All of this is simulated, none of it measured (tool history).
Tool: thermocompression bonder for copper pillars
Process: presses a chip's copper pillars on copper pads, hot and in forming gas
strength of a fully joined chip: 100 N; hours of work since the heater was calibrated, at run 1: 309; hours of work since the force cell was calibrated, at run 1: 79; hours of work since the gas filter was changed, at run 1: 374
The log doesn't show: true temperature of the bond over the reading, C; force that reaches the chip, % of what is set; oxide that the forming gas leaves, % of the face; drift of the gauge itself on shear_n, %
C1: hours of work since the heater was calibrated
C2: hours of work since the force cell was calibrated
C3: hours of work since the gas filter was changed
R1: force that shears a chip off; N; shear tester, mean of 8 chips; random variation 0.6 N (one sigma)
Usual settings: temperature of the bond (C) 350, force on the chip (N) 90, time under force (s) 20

Run 1, day 0.000: usual settings; C1 309; C2 79; C3 374. Result: R1 55.1 N.
Run 2, day 0.812: usual settings but force on the chip (N) 83; C1 319; C2 90; C3 385. Result: R1 52.4 N.
Run 3, day 2.229: usual settings but force on the chip (N) 69; C1 338; C2 108; C3 403. Result: R1 46.9 N.
At day 2.517: forming gas filter changed.
Run 4, day 3.750: usual settings but temperature of the bond (C) 342, force on the chip (N) 69; C1 357; C2 128; C3 16. Result: R1 49.4 N.
Run 5, day 5.283: usual settings but temperature of the bond (C) 342, force on the chip (N) 69; C1 377; C2 148; C3 36. Result: R1 49.0 N.
Run 6, day 6.892: usual settings but temperature of the bond (C) 342, force on the chip (N) 69; C1 398; C2 169; C3 57. Result: R1 48.1 N.
Run 7, day 7.792: usual settings but temperature of the bond (C) 379, force on the chip (N) 69; C1 410; C2 181; C3 69. Result: R1 62.9 N.
Run 8, day 8.608: usual settings; C1 421; C2 191; C3 80. Result: R1 60.7 N.
Run 9, day 10.017: usual settings but time under force (s) 14; C1 439; C2 210; C3 98. Result: R1 55.3 N.
Run 10, day 11.692: usual settings; C1 461; C2 232; C3 120. Result: R1 61.2 N.
Run 11, day 13.367: usual settings but force on the chip (N) 107, time under force (s) 15; C1 483; C2 253; C3 142. Result: R1 62.0 N.
Run 12, day 14.183: usual settings but temperature of the bond (C) 369, force on the chip (N) 126, time under force (s) 12; C1 494; C2 264; C3 152. Result: R1 71.0 N.
Run 13, day 15.142: usual settings but temperature of the bond (C) 369, force on the chip (N) 126, time under force (s) 60; C1 506; C2 277; C3 165. Result: R1 91.6 N.
Run 14, day 16.529: usual settings but temperature of the bond (C) 369, force on the chip (N) 126, time under force (s) 60; C1 524; C2 295; C3 183. Result: R1 91.0 N.
Run 15, day 18.317: usual settings but temperature of the bond (C) 369, force on the chip (N) 126, time under force (s) 60; C1 548; C2 318; C3 206. Result: R1 89.9 N.
Run 16, day 19.379: usual settings but temperature of the bond (C) 334, force on the chip (N) 126; C1 562; C2 332; C3 220. Result: R1 66.8 N.
Run 17, day 20.792: usual settings but temperature of the bond (C) 325, force on the chip (N) 54; C1 580; C2 350; C3 239. Result: R1 33.4 N.
Run 18, day 21.992: usual settings but temperature of the bond (C) 325, force on the chip (N) 54; C1 596; C2 366; C3 254. Result: R1 32.9 N.
Run 19, day 22.950: usual settings but time under force (s) 33; C1 608; C2 379; C3 267. Result: R1 68.2 N.
Run 20, day 24.075: usual settings but time under force (s) 33; C1 623; C2 393; C3 282. Result: R1 67.0 N.

Some steps in R1 between neighbouring runs. How much of each would the tool show without its hidden state too (settings, what came in, random variation), and how much is left for the hidden state, with any gauge scatter that isn't in both results?
Run 3 -> 4: temperature of the bond (C) 350 -> 342, forming gas filter changed. R1 +2.5 N: hidden state +5.9, all else -3.4.
Run 15 -> 16: temperature of the bond (C) 369 -> 334, time under force (s) 60 -> 20. R1 -23.1 N: hidden state +4.0, all else -27.1.
Run 16 -> 17: temperature of the bond (C) 334 -> 325, force on the chip (N) 126 -> 54. R1 -33.4 N: hidden state +1.2, all else -34.6.
Run 18 -> 19: temperature of the bond (C) 325 -> 350, force on the chip (N) 54 -> 90, time under force (s) 20 -> 33. R1 +35.3 N: hidden state -2.2, all else +37.5.
